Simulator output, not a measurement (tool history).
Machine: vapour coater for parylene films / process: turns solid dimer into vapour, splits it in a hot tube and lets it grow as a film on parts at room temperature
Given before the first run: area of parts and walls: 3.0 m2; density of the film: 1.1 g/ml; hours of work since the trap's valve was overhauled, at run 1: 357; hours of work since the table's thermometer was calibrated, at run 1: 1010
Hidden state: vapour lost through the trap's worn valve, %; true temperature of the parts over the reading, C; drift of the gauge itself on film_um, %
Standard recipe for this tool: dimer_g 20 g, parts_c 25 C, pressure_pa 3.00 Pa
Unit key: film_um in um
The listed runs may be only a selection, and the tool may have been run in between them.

run     day  dimer_g  parts_c  pressure_pa  hours of work since the trap's valve was overhauled  hours of work since the table's thermometer was calibrated  film_um
  1   0.000       20       25         3.00                                                  357                                                        1010     4.62
  2   2.096       20       25         3.00                                                  380                                                        1033     4.69
  3   4.479       20       25         3.00                                                  406                                                        1059     4.64
  4   5.904       20       25         3.00                                                  421                                                        1075     4.61
  5   8.350       20       25         3.00                                                  448                                                        1101     4.57
     10.517  -- trap's valve overhauled
  6  10.642       20       25         3.00                                                    1                                                        1125     5.03
  7  13.121       20       25         3.00                                                   28                                                        1152     4.88
  8  14.888       15       25         3.00                                                   48                                                        1171     3.71
  9  16.221       20       25         3.00                                                   62                                                        1185     4.98
 10  18.146       20       25         3.00                                                   83                                                        1206     4.92
 11  19.475       20       25         3.00                                                   98                                                        1221     4.93
 12  21.388       15       25         3.00                                                  118                                                        1242     3.74
 13  23.542       15       25         3.00                                                  142                                                        1265     3.63
 14  25.192       15       25         3.00                                                  160                                                        1283     3.66
 15  26.658       15       25         3.00                                                  176                                                        1299     3.63
 16  27.900       15       25         3.00                                                  190                                                        1313     3.64
 17  30.121       20       31         2.60                                                  214                                                        1337     4.28
 18  32.538       33       20         3.00                                                  240                                                        1363     8.81
 19  34.371       33       20         3.00                                                  260                                                        1383     8.83
 20  35.900       18       26         4.73                                                  277                                                        1400     3.87
 21  37.517       18       26         4.73                                                  294                                                        1418     3.84
 22  38.658        9       23         2.72                                                  307                                                        1430     2.26
 23  39.662       20       25         8.67                                                  318                                                        1441     3.85
 24  41.304       20       25         8.67                                                  336                                                        1459     3.77
 25  43.746       20       25         8.67                                                  362                                                        1485     3.76
 26  44.883        9       25         9.31                                                  375                                                        1498     1.71
 27  46.717        9       25         9.31                                                  395                                                        1518     1.66
 28  48.167       20       25         3.00                                                  410                                                        1534     4.60
 29  50.175       20       24         2.85                                                  432                                                        1556     4.76
 30  52.617       15       24         8.73                                                  459                                                        1582     2.83
     53.779  -- trap's valve overhauled
 31  55.000       15       24         8.73                                                   13                                                        1606     3.17
 32  57.238       15       24         8.73                                                   38                                                        1631     3.11

Predict each of these 5 candidate next runs independently; none follows another, all start after run 32:
  A  59.350       16       24         8.73                                                   61                                                        1654        ?
  B  59.350       10       24         8.73                                                   61                                                        1654        ?
  C  59.350       22       25         2.59                                                   61                                                        1654        ?
  D  59.350        9       24        10.66                                                   61                                                        1654        ?
  E  59.350       15       24         4.66                                                   61                                                        1654        ?

run  film_um
  A     3.35
  B     2.08
  C     5.67
  D     1.79
  E     3.53
The same runs, with their run-to-run variation unchanged, on a tool lacking any hidden condition would have given:
run  film_um
  A     3.37
  B     2.09
  C     5.69
  D     1.79
  E     3.55
